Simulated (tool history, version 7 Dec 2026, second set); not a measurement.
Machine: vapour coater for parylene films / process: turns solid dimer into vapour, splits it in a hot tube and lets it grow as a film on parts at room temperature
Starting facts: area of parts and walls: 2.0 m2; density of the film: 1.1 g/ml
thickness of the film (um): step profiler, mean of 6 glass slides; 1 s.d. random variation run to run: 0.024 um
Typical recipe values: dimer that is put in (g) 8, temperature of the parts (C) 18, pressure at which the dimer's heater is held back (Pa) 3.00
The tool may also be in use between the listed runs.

run   hour  dimer that is put in (g)  temperature of the parts (C)  pressure at which the dimer's heater is held back (Pa)  thickness of the film (um)
  1    0.0                         8                            18                                                    3.00                        2.80
      40.3  -- table's thermometer calibrated
  2   43.1                         3                            18                                                    3.00                        1.00
  3   75.6                         3                            18                                                    4.89                        0.92
  4  132.2                         3                            18                                                    4.89                        0.84
     157.3  -- trap's valve overhauled
  5  184.7                         3                            18                                                    4.89                        0.97
  6  220.4                         3                            18                                                    4.89                        0.97
  7  286.6                         3                            18                                                    4.89                        0.95
  8  336.5                         8                            15                                                    3.00                        2.92
  9  367.2                         8                            15                                                    7.09                        2.43
 10  398.4                         3                            16                                                    3.00                        1.04
 11  436.0                         3                            16                                                    3.00                        1.06
 12  485.5                         3                            16                                                    3.00                        1.05
     538.2  -- trap's valve overhauled
 13  559.5                         5                            12                                                    3.00                        2.02
 14  605.1                         5                            19                                                    3.00                        1.72

Consider 5 possible next runs. They are alternatives, not a sequence: every one starts from the tool as it was left by run 14. What does each give?
  A  637.2                        10                            22                                                    7.28                           ?
  B  637.2                         3                            18                                                    3.00                           ?
  C  637.2                        13                            13                                                    9.71                           ?
  D  637.2                         5                            11                                                    3.00                           ?
  E  637.2                         8                            27                                                    3.00                           ?

run  thickness of the film (um)
  A                        2.65
  B                        1.05
  C                        3.93
  D                        2.02
  E                        2.31
What these runs would have given with no unlogged condition in the tool:
run  thickness of the film (um)
  A                        2.72
  B                        1.08
  C                        4.03
  D                        2.07
  E                        2.37
